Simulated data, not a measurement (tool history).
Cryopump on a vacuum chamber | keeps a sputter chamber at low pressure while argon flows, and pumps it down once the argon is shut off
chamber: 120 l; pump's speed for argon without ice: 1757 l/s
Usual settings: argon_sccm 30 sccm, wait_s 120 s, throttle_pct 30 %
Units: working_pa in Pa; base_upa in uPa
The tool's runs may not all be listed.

Run 1, hour 0: usual settings. Result: working_pa 0.1043 Pa, base_upa 0.64 uPa.
Run 2, hour 25.5: usual settings. Result: working_pa 0.1042 Pa, base_upa 0.66 uPa.
Run 3, hour 51.8: usual settings. Result: working_pa 0.1047 Pa, base_upa 0.69 uPa.
Run 4, hour 70.6: usual settings but throttle_pct 27 %. Result: working_pa 0.1153 Pa, base_upa 0.61 uPa.
Run 5, hour 89.8: usual settings but throttle_pct 27 %. Result: working_pa 0.1174 Pa, base_upa 0.69 uPa.
Run 6, hour 122.2: usual settings but throttle_pct 27 %. Result: working_pa 0.1167 Pa, base_upa 0.71 uPa.
Run 7, hour 148: usual settings but throttle_pct 27 %. Result: working_pa 0.1189 Pa, base_upa 0.67 uPa.
At hour 161.5: pump warmed up, emptied and cooled again.
Run 8, hour 177.2: usual settings but throttle_pct 25 %. Result: working_pa 0.1169 Pa, base_upa 0.57 uPa.
Run 9, hour 207.2: usual settings but throttle_pct 25 %. Result: working_pa 0.1173 Pa, base_upa 0.63 uPa.
Run 10, hour 236: usual settings. Result: working_pa 0.0978 Pa, base_upa 0.63 uPa.
Run 11, hour 263.8: usual settings but throttle_pct 21 %. Result: working_pa 0.1393 Pa, base_upa 0.62 uPa.
Run 12, hour 281.4: usual settings but argon_sccm 17 sccm, throttle_pct 21 %. Result: working_pa 0.0799 Pa, base_upa 0.65 uPa.
Run 13, hour 313.8: usual settings but argon_sccm 17 sccm, throttle_pct 21 %. Result: working_pa 0.0801 Pa, base_upa 0.66 uPa.
Run 14, hour 329.3: usual settings. Result: working_pa 0.0994 Pa, base_upa 0.63 uPa.
Run 15, hour 359.4: usual settings. Result: working_pa 0.1008 Pa, base_upa 0.71 uPa.
Run 16, hour 389.4: usual settings but wait_s 161 s, throttle_pct 52 %. Result: working_pa 0.0591 Pa, base_upa 0.57 uPa.
Run 17, hour 422.5: usual settings but argon_sccm 27 sccm, wait_s 57 s, throttle_pct 23 %. Result: working_pa 0.118 Pa, base_upa 1.05 uPa.
Run 18, hour 449.5: usual settings but argon_sccm 27 sccm, wait_s 57 s, throttle_pct 23 %. Result: working_pa 0.1176 Pa, base_upa 0.99 uPa.
Run 19, hour 476: usual settings but argon_sccm 54 sccm, wait_s 57 s, throttle_pct 26 %. Result: working_pa 0.2115 Pa, base_upa 1.02 uPa.
Run 20, hour 498.3: usual settings but argon_sccm 44 sccm, wait_s 57 s, throttle_pct 20 %. Result: working_pa 0.2197 Pa, base_upa 1.04 uPa.
Run 21, hour 533.6: usual settings but argon_sccm 44 sccm, wait_s 57 s, throttle_pct 20 %. Result: working_pa 0.2221 Pa, base_upa 1.04 uPa.
Run 22, hour 564.2: usual settings but argon_sccm 17 sccm, wait_s 103 s, throttle_pct 38 %. Result: working_pa 0.0475 Pa, base_upa 0.79 uPa.
Run 23, hour 584.9: usual settings but argon_sccm 52 sccm, wait_s 46 s, throttle_pct 51 %. Result: working_pa 0.1129 Pa, base_upa 1.26 uPa.
Run 24, hour 600.4: usual settings but argon_sccm 39 sccm, wait_s 46 s, throttle_pct 51 %. Result: working_pa 0.0854 Pa, base_upa 1.26 uPa.
Run 25, hour 620.3: usual settings but throttle_pct 21 %. Result: working_pa 0.1479 Pa, base_upa 0.81 uPa.
Run 26, hour 649.2: usual settings but argon_sccm 38 sccm, throttle_pct 24 %. Result: working_pa 0.1665 Pa, base_upa 0.88 uPa.
Run 27, hour 680.7: usual settings but argon_sccm 50 sccm, wait_s 41 s. Result: working_pa 0.1789 Pa, base_upa 1.41 uPa.
At hour 702.1: pump warmed up, emptied and cooled again.
Run 28, hour 706: usual settings but wait_s 23 s, throttle_pct 37 %. Result: working_pa 0.0787 Pa, base_upa 1.79 uPa.

Forecast each of these 3 alternatives for the next run:
Run A, hour 741.6: usual settings but argon_sccm 28 sccm, wait_s 104 s, throttle_pct 20 %. Result: working_pa ?, base_upa ?.
Run B, hour 741.6: usual settings but argon_sccm 16 sccm, wait_s 21 s, throttle_pct 37 %. Result: working_pa ?, base_upa ?.
Run C, hour 741.6: usual settings but argon_sccm 14 sccm, wait_s 70 s, throttle_pct 26 %. Result: working_pa ?, base_upa ?.

run  working_pa  base_upa
  A      0.1354      0.83
  B      0.0417      2.02
  C      0.0524      0.93
Without the tool's hidden state the same runs would have given:
run  working_pa  base_upa
  A      0.1346      0.51
  B      0.0412       1.7
  C       0.052      0.62

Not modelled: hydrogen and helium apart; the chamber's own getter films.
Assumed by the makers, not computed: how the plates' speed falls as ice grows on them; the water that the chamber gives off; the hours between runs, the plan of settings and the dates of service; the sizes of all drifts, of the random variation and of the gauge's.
